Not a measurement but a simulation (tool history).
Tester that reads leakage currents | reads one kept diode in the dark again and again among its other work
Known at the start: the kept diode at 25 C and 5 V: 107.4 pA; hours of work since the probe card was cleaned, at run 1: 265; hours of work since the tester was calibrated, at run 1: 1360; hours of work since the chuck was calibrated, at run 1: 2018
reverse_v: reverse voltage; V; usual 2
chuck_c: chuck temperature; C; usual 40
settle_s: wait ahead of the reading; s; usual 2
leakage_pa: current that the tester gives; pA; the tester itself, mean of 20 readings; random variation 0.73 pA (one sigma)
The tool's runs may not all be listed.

| run | hour | reverse_v | chuck_c | settle_s | hours of work since the probe card was cleaned | hours of work since the tester was calibrated | hours of work since the chuck was calibrated | leakage_pa |
|---|---|---|---|---|---|---|---|---|
| 1 | 0 | 2 | 40 | 2 | 265 | 1360 | 2018 | 244.21 |
| 2 | 28.3 | 2 | 40 | 2 | 279 | 1374 | 2032 | 242.61 |
| 3 | 91.1 | 2 | 40 | 2 | 310 | 1405 | 2063 | 243.62 |
| 4 | 133.4 | 2 | 40 | 2 | 331 | 1426 | 2084 | 244.12 |
| 5 | 189.9 | 2 | 40 | 2 | 359 | 1454 | 2112 | 242.65 |
| 6 | 231.3 | 2 | 40 | 2 | 379 | 1475 | 2132 | 244.36 |
|  | 257.4 | chuck's temperature calibrated |
| 7 | 275 | 2 | 40 | 2 | 400 | 1495 | 9 | 242.4 |
| 8 | 307.8 | 2 | 40 | 0.44 | 416 | 1511 | 25 | 244.6 |
| 9 | 376.1 | 2 | 40 | 0.33 | 450 | 1545 | 59 | 243.92 |
| 10 | 434.8 | 2 | 40 | 0.33 | 479 | 1574 | 88 | 244.97 |
| 11 | 494.4 | 2 | 56 | 2 | 508 | 1603 | 117 | 877.27 |
| 12 | 554.2 | 2 | 44 | 2 | 538 | 1633 | 147 | 339.26 |
| 13 | 583.4 | 2 | 44 | 2 | 552 | 1647 | 161 | 338.1 |
| 14 | 645.6 | 2 | 25 | 2 | 583 | 1678 | 192 | 64.53 |
| 15 | 699.4 | 2 | 25 | 2 | 609 | 1705 | 218 | 64.81 |
| 16 | 740.9 | 2 | 40 | 2 | 630 | 1725 | 239 | 243.74 |
| 17 | 797.8 | 2 | 20 | 2 | 658 | 1753 | 267 | 40.29 |
| 18 | 859.8 | 2 | 40 | 2 | 689 | 1784 | 297 | 242.33 |
| 19 | 916.4 | 2 | 29 | 0.97 | 717 | 1812 | 325 | 93.02 |
| 20 | 948.2 | 2 | 29 | 0.97 | 732 | 1828 | 341 | 93.42 |
| 21 | 1014.3 | 11.96 | 53 | 8.75 | 765 | 1860 | 374 | 1898.99 |
| 22 | 1071.7 | 7.25 | 40 | 4.63 | 793 | 1888 | 402 | 498.32 |
| 23 | 1105.4 | 7.25 | 21 | 4.63 | 810 | 1905 | 419 | 90.5 |
| 24 | 1148.7 | 7.25 | 21 | 4.63 | 831 | 1927 | 440 | 90.71 |
| 25 | 1213.6 | 8.89 | 41 | 0.56 | 863 | 1959 | 472 | 610.36 |
| 26 | 1249.5 | 15.38 | 24 | 3.27 | 881 | 1976 | 490 | 183.05 |
| 27 | 1278.5 | 15.38 | 53 | 3.27 | 895 | 1991 | 504 | 2174.76 |
| 28 | 1343 | 15.38 | 53 | 3.27 | 927 | 2022 | 536 | 2181.54 |
| 29 | 1382.7 | 9.31 | 53 | 0.8 | 947 | 2042 | 556 | 1644.14 |
| 30 | 1415.3 | 2 | 40 | 0.53 | 963 | 2058 | 572 | 244.04 |
| 31 | 1449.7 | 5.47 | 30 | 0.59 | 980 | 2075 | 589 | 178.25 |
| 32 | 1511 | 3.28 | 53 | 2 | 1010 | 2105 | 619 | 921.41 |
| 33 | 1564.8 | 3.28 | 53 | 2 | 1037 | 2132 | 646 | 917.68 |
| 34 | 1615.4 | 14.98 | 32 | 6.81 | 1062 | 2157 | 671 | 375.82 |
| 35 | 1682.4 | 14.98 | 32 | 6.81 | 1095 | 2190 | 704 | 376.78 |

Forecast run 36:
| 36 | 1751.3 | 14.98 | 32 | 6.81 | 1129 | 2224 | 738 | ? |

{"run 36": {"leakage_pa": 373.54}}
Without the tool's hidden state the same run would have given leakage_pa 373.59 pA.
